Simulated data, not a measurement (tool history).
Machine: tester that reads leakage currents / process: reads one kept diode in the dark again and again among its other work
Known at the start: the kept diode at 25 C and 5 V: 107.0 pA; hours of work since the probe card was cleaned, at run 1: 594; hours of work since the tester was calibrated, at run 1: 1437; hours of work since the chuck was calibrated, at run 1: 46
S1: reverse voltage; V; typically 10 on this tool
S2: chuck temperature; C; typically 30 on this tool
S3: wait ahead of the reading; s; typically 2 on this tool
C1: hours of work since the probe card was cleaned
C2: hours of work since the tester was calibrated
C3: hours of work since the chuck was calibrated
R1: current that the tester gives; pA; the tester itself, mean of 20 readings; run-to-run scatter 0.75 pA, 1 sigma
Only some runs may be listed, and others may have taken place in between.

| run | hour | S1 | S2 | S3 | C1 | C2 | C3 | R1 |
|---|---|---|---|---|---|---|---|---|
| 1 | 0 | 10 | 30 | 2 | 594 | 1437 | 46 | 256.76 |
| 2 | 83.3 | 10 | 30 | 2 | 659 | 1502 | 111 | 259.12 |
| 3 | 142.4 | 10 | 30 | 2 | 705 | 1548 | 157 | 261.83 |
| 4 | 193.2 | 10 | 30 | 1.39 | 744 | 1587 | 196 | 263.54 |
| 5 | 250.1 | 10 | 22 | 2 | 788 | 1632 | 241 | 130.9 |
| 6 | 310.3 | 5.9 | 30 | 2 | 835 | 1679 | 288 | 196.99 |
| 7 | 356 | 10 | 30 | 2 | 871 | 1714 | 323 | 268.33 |
| 8 | 448.5 | 10 | 23 | 2 | 943 | 1786 | 395 | 146.62 |
| 9 | 543.4 | 10 | 23 | 2 | 1017 | 1860 | 469 | 148.03 |
| 10 | 617.3 | 10 | 23 | 2 | 1074 | 1917 | 526 | 149.88 |
| 11 | 679.3 | 10 | 30 | 1.63 | 1122 | 1966 | 575 | 279.43 |
| 12 | 727.3 | 10 | 30 | 2 | 1160 | 2003 | 612 | 281.51 |
|  | 794.6 | chuck's temperature calibrated |
| 13 | 815 | 10 | 30 | 2 | 1226 | 2070 | 16 | 253.36 |
| 14 | 861.9 | 10 | 30 | 2 | 1263 | 2106 | 52 | 254.74 |
| 15 | 919.3 | 10 | 23 | 2 | 1308 | 2151 | 97 | 137.98 |
| 16 | 963.5 | 10 | 30 | 8.63 | 1342 | 2185 | 131 | 256 |
| 17 | 1053.7 | 10 | 30 | 8.63 | 1412 | 2255 | 202 | 261.08 |
| 18 | 1127.9 | 10 | 30 | 2 | 1470 | 2313 | 259 | 261.53 |
| 19 | 1179.7 | 10 | 25 | 2 | 1510 | 2353 | 300 | 171.01 |
| 20 | 1263.9 | 10 | 25 | 2 | 1576 | 2419 | 365 | 172.18 |
| 21 | 1302.9 | 4.3 | 30 | 4.72 | 1606 | 2449 | 395 | 163.82 |
| 22 | 1345.4 | 4.3 | 30 | 4.72 | 1639 | 2482 | 429 | 165.79 |
| 23 | 1434.5 | 10 | 34 | 7.27 | 1708 | 2552 | 498 | 380.81 |
| 24 | 1506 | 4.8 | 30 | 0.35 | 1764 | 2607 | 553 | 179.68 |
| 25 | 1547.7 | 1.1 | 21 | 1.25 | 1797 | 2640 | 586 | 34.49 |
| 26 | 1602.4 | 10 | 25 | 2 | 1839 | 2682 | 629 | 180.35 |
|  | 1644.9 | chuck's temperature calibrated |
| 27 | 1648.4 | 10 | 25 | 2 | 1873 | 2717 | 3 | 167.76 |
| 28 | 1739.7 | 10 | 32 | 0.52 | 1944 | 2788 | 74 | 307.92 |
| 29 | 1789.5 | 10 | 32 | 0.52 | 1983 | 2826 | 113 | 309.84 |
| 30 | 1851.1 | 1.5 | 32 | 0.52 | 2031 | 2874 | 160 | 103.4 |
| 31 | 1903.8 | 18.6 | 50 | 2 | 2072 | 2915 | 201 | 1914.99 |
| 32 | 1952.2 | 18.6 | 50 | 2 | 2110 | 2953 | 239 | 1934.3 |

Expected results for the next run?
| 33 | 2036.5 | 13.4 | 28 | 8.32 | 2175 | 3019 | 305 | ? |

R1: 268.93 pA
The same run, on a tool lacking any hidden state, would have yielded R1 247.28 pA.
